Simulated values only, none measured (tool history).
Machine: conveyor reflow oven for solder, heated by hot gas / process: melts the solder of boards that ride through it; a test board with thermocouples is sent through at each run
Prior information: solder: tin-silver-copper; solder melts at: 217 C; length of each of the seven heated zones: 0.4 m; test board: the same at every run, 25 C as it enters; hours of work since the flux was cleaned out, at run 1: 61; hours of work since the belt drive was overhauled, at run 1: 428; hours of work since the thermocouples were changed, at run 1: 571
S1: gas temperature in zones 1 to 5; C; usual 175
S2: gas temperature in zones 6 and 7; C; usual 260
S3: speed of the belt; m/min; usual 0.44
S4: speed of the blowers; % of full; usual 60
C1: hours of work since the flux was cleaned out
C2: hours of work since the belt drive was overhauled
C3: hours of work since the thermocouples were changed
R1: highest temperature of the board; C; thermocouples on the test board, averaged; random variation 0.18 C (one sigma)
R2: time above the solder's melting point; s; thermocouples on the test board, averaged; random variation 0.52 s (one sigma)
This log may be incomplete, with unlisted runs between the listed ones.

Run 1, hour 0: usual settings; C1 61; C2 428; C3 571. Result: R1 250.8 C, R2 84.5 s.
Run 2, hour 13.4: usual settings; C1 70; C2 437; C3 580. Result: R1 250.9 C, R2 85 s.
Run 3, hour 22.5: usual settings; C1 76; C2 443; C3 586. Result: R1 250.8 C, R2 85.7 s.
Run 4, hour 40: usual settings but S1 182 C; C1 88; C2 455; C3 598. Result: R1 251.5 C, R2 90.1 s.
Run 5, hour 51.1: usual settings but S1 182 C; C1 95; C2 463; C3 606. Result: R1 251.8 C, R2 89.9 s.
Run 6, hour 68.8: usual settings but S1 182 C; C1 107; C2 475; C3 618. Result: R1 251.6 C, R2 90.1 s.
Run 7, hour 77.4: usual settings but S1 182 C; C1 113; C2 481; C3 623. Result: R1 251.7 C, R2 89.5 s.
Run 8, hour 87.4: usual settings; C1 120; C2 487; C3 630. Result: R1 250.4 C, R2 84.2 s.
At hour 92.2: belt drive overhauled, speed set with a stopwatch.
Run 9, hour 108.5: usual settings but S2 268 C; C1 131; C2 11; C3 642. Result: R1 258.3 C, R2 93.2 s.
Run 10, hour 122.6: usual settings but S2 268 C; C1 141; C2 21; C3 651. Result: R1 258.1 C, R2 92.5 s.
At hour 133.3: belt drive overhauled, speed set with a stopwatch, once more.
Run 11, hour 137.8: usual settings but S2 268 C; C1 149; C2 3; C3 659. Result: R1 257.7 C, R2 88.6 s.
Run 12, hour 147.5: usual settings but S2 268 C; C1 155; C2 10; C3 665. Result: R1 257.9 C, R2 89.2 s.
Run 13, hour 157.5: usual settings but S2 268 C; C1 162; C2 16; C3 672. Result: R1 257.3 C, R2 89.2 s.
Run 14, hour 176.1: usual settings; C1 175; C2 29; C3 685. Result: R1 249.8 C, R2 83 s.
Run 15, hour 194.1: usual settings; C1 187; C2 41; C3 697. Result: R1 249.9 C, R2 82.2 s.
At hour 201.5: flux residue cleaned out of gas plates and filters.
Run 16, hour 208.7: usual settings; C1 5; C2 48; C3 703. Result: R1 251.3 C, R2 84.5 s.
Run 17, hour 226.4: usual settings; C1 17; C2 60; C3 715. Result: R1 250.9 C, R2 83.9 s.
Run 18, hour 236.2: usual settings; C1 23; C2 66; C3 722. Result: R1 250.9 C, R2 83 s.
Run 19, hour 251.5: usual settings but S4 73 % of full; C1 34; C2 77; C3 732. Result: R1 252.5 C, R2 86.2 s.
Run 20, hour 270.3: usual settings but S1 173 C, S3 0.413 m/min, S4 73 % of full; C1 47; C2 89; C3 745. Result: R1 253.5 C, R2 92.6 s.
Run 21, hour 286.1: usual settings but S1 169 C, S2 252 C, S3 0.407 m/min, S4 55 % of full; C1 57; C2 100; C3 756. Result: R1 243.9 C, R2 79.9 s.
Run 22, hour 303.2: usual settings but S1 177 C, S2 250 C; C1 69; C2 112; C3 767. Result: R1 241.5 C, R2 74.7 s.
Run 23, hour 319.4: usual settings but S2 274 C; C1 80; C2 123; C3 778. Result: R1 263.5 C, R2 94.5 s.
Run 24, hour 329.5: usual settings but S2 274 C; C1 87; C2 129; C3 785. Result: R1 263.2 C, R2 94.8 s.
Run 25, hour 338.7: usual settings but S2 274 C; C1 93; C2 136; C3 791. Result: R1 263.7 C, R2 95.3 s.

Run 26 comes next. What will it give?
Run 26, hour 353.5: usual settings but S2 274 C, S3 0.488 m/min, S4 55 % of full; C1 103; C2 146; C3 801. Result: R1 ?, R2 ?.

Run 26 came out at R1 259.7 C, R2 81.2 s.
On a tool with no hidden condition, and with the same random variation, this run would have come out at R1 259.7 C, R2 80.8 s.
